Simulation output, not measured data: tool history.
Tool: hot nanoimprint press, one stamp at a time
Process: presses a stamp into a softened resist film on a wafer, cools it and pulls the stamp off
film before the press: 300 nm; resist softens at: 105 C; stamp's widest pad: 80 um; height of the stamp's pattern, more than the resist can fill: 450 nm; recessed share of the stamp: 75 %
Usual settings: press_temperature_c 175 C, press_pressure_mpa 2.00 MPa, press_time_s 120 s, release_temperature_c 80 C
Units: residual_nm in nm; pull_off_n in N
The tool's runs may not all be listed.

Run 1, hour 0.0: usual settings. Result: residual_nm 163.8 nm, pull_off_n 139 N.
Run 2, hour 16.8: usual settings. Result: residual_nm 162.4 nm, pull_off_n 144 N.
Run 3, hour 33.6: usual settings. Result: residual_nm 161.9 nm, pull_off_n 143 N.
Run 4, hour 43.9: usual settings but press_pressure_mpa 1.42 MPa. Result: residual_nm 180.9 nm, pull_off_n 141 N.
Run 5, hour 55.0: usual settings but press_pressure_mpa 1.42 MPa. Result: residual_nm 183.9 nm, pull_off_n 145 N.
Run 6, hour 66.0: usual settings but press_pressure_mpa 1.42 MPa. Result: residual_nm 182.5 nm, pull_off_n 144 N.
Run 7, hour 74.2: usual settings but release_temperature_c 77 C. Result: residual_nm 162.6 nm, pull_off_n 143 N.
Run 8, hour 89.2: usual settings but press_time_s 154 s. Result: residual_nm 147.7 nm, pull_off_n 146 N.
Run 9, hour 102.7: usual settings but press_pressure_mpa 1.79 MPa. Result: residual_nm 172.4 nm, pull_off_n 145 N.
Run 10, hour 113.5: usual settings but press_pressure_mpa 1.79 MPa. Result: residual_nm 170.1 nm, pull_off_n 147 N.
Run 11, hour 125.7: usual settings but press_pressure_mpa 1.98 MPa, press_time_s 149 s. Result: residual_nm 153.3 nm, pull_off_n 144 N.
Run 12, hour 141.1: usual settings but press_temperature_c 166 C, press_pressure_mpa 1.98 MPa, press_time_s 75 s. Result: residual_nm 260.3 nm, pull_off_n 148 N.
Run 13, hour 151.2: usual settings but press_temperature_c 166 C, press_pressure_mpa 1.80 MPa, press_time_s 75 s, release_temperature_c 86 C. Result: residual_nm 258.1 nm, pull_off_n 140 N.
Run 14, hour 169.3: usual settings but press_temperature_c 180 C, press_pressure_mpa 1.80 MPa, press_time_s 75 s. Result: residual_nm 156.7 nm, pull_off_n 146 N.
Run 15, hour 178.1: usual settings but press_temperature_c 180 C, press_pressure_mpa 1.80 MPa, press_time_s 75 s. Result: residual_nm 152.7 nm, pull_off_n 146 N.
Run 16, hour 193.9: usual settings but press_temperature_c 184 C, press_pressure_mpa 2.45 MPa, press_time_s 99 s, release_temperature_c 75 C. Result: residual_nm 99.2 nm, pull_off_n 153 N.
Run 17, hour 203.4: usual settings but press_temperature_c 173 C, release_temperature_c 75 C. Result: residual_nm 181.6 nm, pull_off_n 151 N.
Run 18, hour 216.3: usual settings but press_temperature_c 170 C, press_pressure_mpa 2.23 MPa, press_time_s 78 s, release_temperature_c 85 C. Result: residual_nm 225.0 nm, pull_off_n 141 N.
Run 19, hour 229.3: usual settings but press_temperature_c 170 C, press_pressure_mpa 2.23 MPa, press_time_s 78 s, release_temperature_c 85 C. Result: residual_nm 224.3 nm, pull_off_n 144 N.

Forecast each of these 3 alternatives for the next run:
Run A, hour 241.5: usual settings but press_temperature_c 172 C, press_pressure_mpa 1.43 MPa, press_time_s 92 s, release_temperature_c 85 C. Result: residual_nm ?, pull_off_n ?.
Run B, hour 241.5: usual settings but press_time_s 180 s, release_temperature_c 77 C. Result: residual_nm ?, pull_off_n ?.
Run C, hour 241.5: usual settings but press_temperature_c 182 C, press_time_s 95 s, release_temperature_c 75 C. Result: residual_nm ?, pull_off_n ?.

run  residual_nm  pull_off_n
  A        224.2         148
  B        143.2         154
  C        123.5         158
Without the tool's hidden state the same runs would have given:
run  residual_nm  pull_off_n
  A        218.6         136
  B        137.3         142
  C        118.5         145
